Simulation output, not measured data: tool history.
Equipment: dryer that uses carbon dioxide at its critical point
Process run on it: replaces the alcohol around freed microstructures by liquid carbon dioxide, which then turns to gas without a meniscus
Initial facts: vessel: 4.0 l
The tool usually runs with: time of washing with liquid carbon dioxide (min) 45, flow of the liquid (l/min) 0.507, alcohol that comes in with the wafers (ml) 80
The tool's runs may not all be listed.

run,hour,time of washing with liquid carbon dioxide (min),flow of the liquid (l/min),alcohol that comes in with the wafers (ml),alcohol left in the vessel before it's heated (ppm by volume)
1,0.0,45,0.507,80,228
2,10.6,45,0.507,80,223
3,23.6,68,0.507,80,63
4,36.7,68,0.507,80,59
5,44.0,68,0.507,80,53
6,49.9,68,0.507,80,56
7,57.8,68,0.507,80,57
8,69.0,68,0.507,80,68
9,81.2,63,0.820,29,43
10,90.5,39,0.507,80,414
11,97.7,37,0.507,86,530
12,104.5,57,0.406,41,156

How would selected steps in alcohol left in the vessel before it's heated (ppm by volume) from run to run divide? Give the signed amount a tool lacking its hidden state would still show from settings, what came in and random variation, and the signed amount left for the hidden state, including any gauge scatter that is not in both of the compared results.
Hidden conditions of the tool in this case: flow that reaches the vessel past the clogged filter, %; alcohol in the recycled carbon dioxide, ppm; drift of the gauge itself on alcohol_ppm, %.
Run 9 -> 10: time of washing with liquid carbon dioxide (min) 63 -> 39, flow of the liquid (l/min) 0.820 -> 0.507, alcohol that comes in with the wafers (ml) 29 -> 80. alcohol left in the vessel before it's heated (ppm by volume) +371: hidden state +70, all else +301.
Run 11 -> 12: time of washing with liquid carbon dioxide (min) 37 -> 57, flow of the liquid (l/min) 0.507 -> 0.406, alcohol that comes in with the wafers (ml) 86 -> 41. alcohol left in the vessel before it's heated (ppm by volume) -374: hidden state -66, all else -308.
